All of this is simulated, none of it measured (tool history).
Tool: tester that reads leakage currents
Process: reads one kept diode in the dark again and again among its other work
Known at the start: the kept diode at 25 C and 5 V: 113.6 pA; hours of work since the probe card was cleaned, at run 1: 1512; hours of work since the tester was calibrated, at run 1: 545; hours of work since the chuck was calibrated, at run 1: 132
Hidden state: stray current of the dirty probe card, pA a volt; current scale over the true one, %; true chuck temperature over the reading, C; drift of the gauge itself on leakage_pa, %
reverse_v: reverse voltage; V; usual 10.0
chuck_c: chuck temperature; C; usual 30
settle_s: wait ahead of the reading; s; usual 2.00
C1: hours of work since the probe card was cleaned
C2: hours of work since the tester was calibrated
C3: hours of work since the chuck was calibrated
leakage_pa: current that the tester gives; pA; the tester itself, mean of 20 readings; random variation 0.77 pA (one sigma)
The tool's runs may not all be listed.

Run 1, hour 0.0: usual settings; C1 1512; C2 545; C3 132. Result: leakage_pa 287.27 pA.
Run 2, hour 38.9: usual settings; C1 1528; C2 562; C3 148. Result: leakage_pa 288.69 pA.
Run 3, hour 80.9: usual settings; C1 1546; C2 580; C3 166. Result: leakage_pa 290.69 pA.
Run 4, hour 148.7: usual settings; C1 1575; C2 608; C3 195. Result: leakage_pa 294.15 pA.
Run 5, hour 194.5: usual settings but chuck_c 27 C; C1 1594; C2 628; C3 215. Result: leakage_pa 236.93 pA.
Run 6, hour 227.5: usual settings but chuck_c 27 C; C1 1608; C2 642; C3 229. Result: leakage_pa 239.06 pA.
Run 7, hour 285.0: usual settings but chuck_c 27 C; C1 1633; C2 666; C3 253. Result: leakage_pa 241.11 pA.
Run 8, hour 318.8: usual settings but chuck_c 27 C; C1 1647; C2 681; C3 267. Result: leakage_pa 242.13 pA.
Run 9, hour 354.0: usual settings but chuck_c 27 C; C1 1662; C2 696; C3 282. Result: leakage_pa 243.35 pA.
Run 10, hour 408.5: usual settings; C1 1685; C2 719; C3 305. Result: leakage_pa 304.93 pA.
Run 11, hour 479.1: usual settings; C1 1715; C2 749; C3 335. Result: leakage_pa 307.09 pA.
Run 12, hour 536.6: usual settings; C1 1740; C2 773; C3 360. Result: leakage_pa 310.03 pA.
Run 13, hour 617.4: usual settings but chuck_c 27 C; C1 1774; C2 808; C3 394. Result: leakage_pa 250.01 pA.
Run 14, hour 680.3: usual settings but reverse_v 11.9 V; C1 1801; C2 834; C3 421. Result: leakage_pa 352.75 pA.
Run 15, hour 718.6: usual settings but reverse_v 11.9 V; C1 1817; C2 851; C3 437. Result: leakage_pa 354.09 pA.
Run 16, hour 782.5: usual settings but reverse_v 1.0 V, chuck_c 24 C, settle_s 4.51 s; C1 1844; C2 878; C3 464. Result: leakage_pa 49.41 pA.
Run 17, hour 860.9: usual settings but reverse_v 1.7 V, chuck_c 22 C, settle_s 0.64 s; C1 1877; C2 911; C3 498. Result: leakage_pa 60.14 pA.
At hour 868.9: tester calibrated.
Run 18, hour 930.1: usual settings but reverse_v 1.7 V, chuck_c 22 C, settle_s 0.64 s; C1 1906; C2 26; C3 526. Result: leakage_pa 61.09 pA.
Run 19, hour 980.3: usual settings but reverse_v 2.3 V, chuck_c 24 C, settle_s 1.30 s; C1 1927; C2 47; C3 548. Result: leakage_pa 85.30 pA.
Run 20, hour 1026.9: usual settings but reverse_v 2.3 V, chuck_c 24 C, settle_s 1.30 s; C1 1947; C2 67; C3 567. Result: leakage_pa 86.20 pA.
At hour 1045.7: tester calibrated, once more.
At hour 1047.7: chuck's temperature calibrated.
Run 21, hour 1110.5: usual settings but reverse_v 4.3 V, chuck_c 29 C, settle_s 1.30 s; C1 1981; C2 27; C3 27. Result: leakage_pa 152.08 pA.
Run 22, hour 1165.1: usual settings but reverse_v 3.4 V, settle_s 2.57 s; C1 2004; C2 50; C3 50. Result: leakage_pa 142.59 pA.
Run 23, hour 1213.8: usual settings but chuck_c 38 C, settle_s 1.80 s; C1 2025; C2 71; C3 71. Result: leakage_pa 497.19 pA.
Run 24, hour 1249.5: usual settings but chuck_c 38 C, settle_s 1.80 s; C1 2040; C2 86; C3 86. Result: leakage_pa 499.15 pA.
Run 25, hour 1296.9: usual settings but reverse_v 1.4 V, chuck_c 38 C, settle_s 1.42 s; C1 2060; C2 106; C3 106. Result: leakage_pa 151.44 pA.

5 ways to go on from here, each from the tool as it stands after run 25. What would each give?
Run A, hour 1376.1: usual settings but reverse_v 14.1 V, settle_s 0.43 s; C1 2094; C2 140; C3 140. Result: leakage_pa ?.
Run B, hour 1376.1: usual settings but reverse_v 1.4 V, chuck_c 38 C, settle_s 7.78 s; C1 2094; C2 140; C3 140. Result: leakage_pa ?.
Run C, hour 1376.1: usual settings but reverse_v 1.2 V; C1 2094; C2 140; C3 140. Result: leakage_pa ?.
Run D, hour 1376.1: usual settings but reverse_v 5.8 V, chuck_c 24 C, settle_s 0.95 s; C1 2094; C2 140; C3 140. Result: leakage_pa ?.
Run E, hour 1376.1: usual settings but reverse_v 3.3 V, chuck_c 36 C, settle_s 2.44 s; C1 2094; C2 140; C3 140. Result: leakage_pa ?.

run  leakage_pa
  A      366.12
  B      153.82
  C       77.38
  D      132.32
  E      224.24
Without the tool's hidden state the same runs would have given:
run  leakage_pa
  A      325.81
  B      145.33
  C       72.06
  D      116.24
  E      209.45

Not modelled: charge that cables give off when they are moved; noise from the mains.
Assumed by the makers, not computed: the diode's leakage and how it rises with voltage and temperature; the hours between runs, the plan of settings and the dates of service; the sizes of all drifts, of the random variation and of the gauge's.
